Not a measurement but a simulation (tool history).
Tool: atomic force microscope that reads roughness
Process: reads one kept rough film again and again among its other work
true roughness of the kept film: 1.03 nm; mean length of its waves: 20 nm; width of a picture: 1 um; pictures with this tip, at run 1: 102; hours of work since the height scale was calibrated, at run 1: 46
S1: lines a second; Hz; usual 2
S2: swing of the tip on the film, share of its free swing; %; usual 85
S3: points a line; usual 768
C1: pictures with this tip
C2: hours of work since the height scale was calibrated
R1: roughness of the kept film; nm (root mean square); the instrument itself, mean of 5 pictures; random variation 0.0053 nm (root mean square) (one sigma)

run,hour,S1,S2,S3,C1,C2,R1
1,0,2,85,768,102,46,0.806
2,11,2,85,768,118,53,0.805
3,26.2,2,85,768,140,63,0.796
4,39.7,2,85,768,159,72,0.774
5,54.4,2.28,85,768,180,81,0.766
6,67.2,2.28,85,768,198,89,0.756
7,83.6,2.28,85,768,222,100,0.752
8,91.3,2,85,768,233,105,0.752
9,102,2.26,63,768,248,112,0.798
10,114.1,1.32,85,853,265,119,0.774
11,121.9,1.32,85,853,277,124,0.772
# hour 125.9: new tip fitted
12,133.7,3.07,85,768,11,132,0.815

The next listed run, before its measurement:
13,143.4,3.07,85,768,25,138,?

{"run 13": {"R1": 0.817}}
Without the tool's hidden state the same run would have given R1 0.831 nm (root mean square).
